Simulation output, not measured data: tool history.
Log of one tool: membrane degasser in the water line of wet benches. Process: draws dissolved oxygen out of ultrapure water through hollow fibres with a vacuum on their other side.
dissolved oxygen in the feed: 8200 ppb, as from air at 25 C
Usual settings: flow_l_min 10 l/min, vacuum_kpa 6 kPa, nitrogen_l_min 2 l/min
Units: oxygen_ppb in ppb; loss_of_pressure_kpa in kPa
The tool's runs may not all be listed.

run 1 day=0 | flow_l_min=10 vacuum_kpa=6 nitrogen_l_min=2 | oxygen_ppb=149.8 loss_of_pressure_kpa=59.17
run 2 day=3.579 | flow_l_min=10 vacuum_kpa=6 nitrogen_l_min=2 | oxygen_ppb=150.1 loss_of_pressure_kpa=58.7
run 3 day=7.654 | flow_l_min=10 vacuum_kpa=6 nitrogen_l_min=1.61 | oxygen_ppb=160.3 loss_of_pressure_kpa=58.72
run 4 day=10.654 | flow_l_min=10 vacuum_kpa=6 nitrogen_l_min=5.61 | oxygen_ppb=127.7 loss_of_pressure_kpa=58.75
run 5 day=12.862 | flow_l_min=10 vacuum_kpa=6 nitrogen_l_min=5.61 | oxygen_ppb=126.7 loss_of_pressure_kpa=59.11
run 6 day=15.554 | flow_l_min=10 vacuum_kpa=6 nitrogen_l_min=5.61 | oxygen_ppb=128.4 loss_of_pressure_kpa=59.11
run 7 day=18.108 | flow_l_min=14 vacuum_kpa=6 nitrogen_l_min=2 | oxygen_ppb=283.7 loss_of_pressure_kpa=82.99
run 8 day=21.042 | flow_l_min=8 vacuum_kpa=6 nitrogen_l_min=2 | oxygen_ppb=100 loss_of_pressure_kpa=47.07
run 9 day=23.758 | flow_l_min=6 vacuum_kpa=6 nitrogen_l_min=2 | oxygen_ppb=54.3 loss_of_pressure_kpa=35.25
run 10 day=27.604 | flow_l_min=10 vacuum_kpa=6 nitrogen_l_min=1.44 | oxygen_ppb=166 loss_of_pressure_kpa=59.31
run 11 day=30.129 | flow_l_min=10 vacuum_kpa=6 nitrogen_l_min=1.44 | oxygen_ppb=168.8 loss_of_pressure_kpa=59.5
run 12 day=33.55 | flow_l_min=12 vacuum_kpa=6 nitrogen_l_min=2 | oxygen_ppb=214.6 loss_of_pressure_kpa=70.89
run 13 day=36.996 | flow_l_min=12 vacuum_kpa=6 nitrogen_l_min=2 | oxygen_ppb=217.6 loss_of_pressure_kpa=70.87
run 14 day=38.983 | flow_l_min=10 vacuum_kpa=6 nitrogen_l_min=2 | oxygen_ppb=158.1 loss_of_pressure_kpa=59.05
run 15 day=41.229 | flow_l_min=10 vacuum_kpa=6 nitrogen_l_min=2 | oxygen_ppb=154.5 loss_of_pressure_kpa=59.07
run 16 day=43.883 | flow_l_min=10 vacuum_kpa=6 nitrogen_l_min=1.7 | oxygen_ppb=161.1 loss_of_pressure_kpa=58.91
run 17 day=47.15 | flow_l_min=10 vacuum_kpa=6 nitrogen_l_min=1.7 | oxygen_ppb=160.9 loss_of_pressure_kpa=59.35
run 18 day=50.921 | flow_l_min=10 vacuum_kpa=6 nitrogen_l_min=1.7 | oxygen_ppb=163.3 loss_of_pressure_kpa=59.04
run 19 day=55.679 | flow_l_min=10 vacuum_kpa=6 nitrogen_l_min=1.7 | oxygen_ppb=163.6 loss_of_pressure_kpa=59.65
run 20 day=58.783 | flow_l_min=10 vacuum_kpa=6 nitrogen_l_min=1.7 | oxygen_ppb=165.6 loss_of_pressure_kpa=59.23
-- day=59.162 vacuum gauge calibrated
run 21 day=60.867 | flow_l_min=13 vacuum_kpa=6 nitrogen_l_min=0.98 | oxygen_ppb=299 loss_of_pressure_kpa=76.73
run 22 day=65.2 | flow_l_min=13 vacuum_kpa=6 nitrogen_l_min=0.98 | oxygen_ppb=293.6 loss_of_pressure_kpa=77.15
run 23 day=69.658 | flow_l_min=11 vacuum_kpa=6 nitrogen_l_min=0.98 | oxygen_ppb=234 loss_of_pressure_kpa=65.04
run 24 day=71.871 | flow_l_min=16 vacuum_kpa=4.95 nitrogen_l_min=0.97 | oxygen_ppb=370.4 loss_of_pressure_kpa=94.4
run 25 day=74.996 | flow_l_min=16 vacuum_kpa=4.95 nitrogen_l_min=0.97 | oxygen_ppb=377.9 loss_of_pressure_kpa=95.15
-- day=77.2 vacuum gauge calibrated, once more
run 26 day=77.462 | flow_l_min=16 vacuum_kpa=4.95 nitrogen_l_min=0.97 | oxygen_ppb=356.6 loss_of_pressure_kpa=94.87
run 27 day=80.75 | flow_l_min=16 vacuum_kpa=4.95 nitrogen_l_min=0.97 | oxygen_ppb=360.3 loss_of_pressure_kpa=94.92
run 28 day=82.767 | flow_l_min=16 vacuum_kpa=5.38 nitrogen_l_min=2.48 | oxygen_ppb=328.7 loss_of_pressure_kpa=95.05
run 29 day=84.762 | flow_l_min=16 vacuum_kpa=5.38 nitrogen_l_min=2.48 | oxygen_ppb=322.5 loss_of_pressure_kpa=94.6

Forecast each of these 3 alternatives for the next run:
run A day=89.458 | flow_l_min=10 vacuum_kpa=9.48 nitrogen_l_min=3.4 | oxygen_ppb=? loss_of_pressure_kpa=?
run B day=89.458 | flow_l_min=7 vacuum_kpa=14.32 nitrogen_l_min=2.14 | oxygen_ppb=? loss_of_pressure_kpa=?
run C day=89.458 | flow_l_min=8 vacuum_kpa=6 nitrogen_l_min=2 | oxygen_ppb=? loss_of_pressure_kpa=?

run=A oxygen_ppb=164.2 loss_of_pressure_kpa=59.84
run=B oxygen_ppb=141.8 loss_of_pressure_kpa=41.53
run=C oxygen_ppb=98 loss_of_pressure_kpa=47.95
Without the tool's hidden state the same runs would have given:
run=A oxygen_ppb=150.5 loss_of_pressure_kpa=58.25
run=B oxygen_ppb=132.9 loss_of_pressure_kpa=40.42
run=C oxygen_ppb=88.8 loss_of_pressure_kpa=46.68
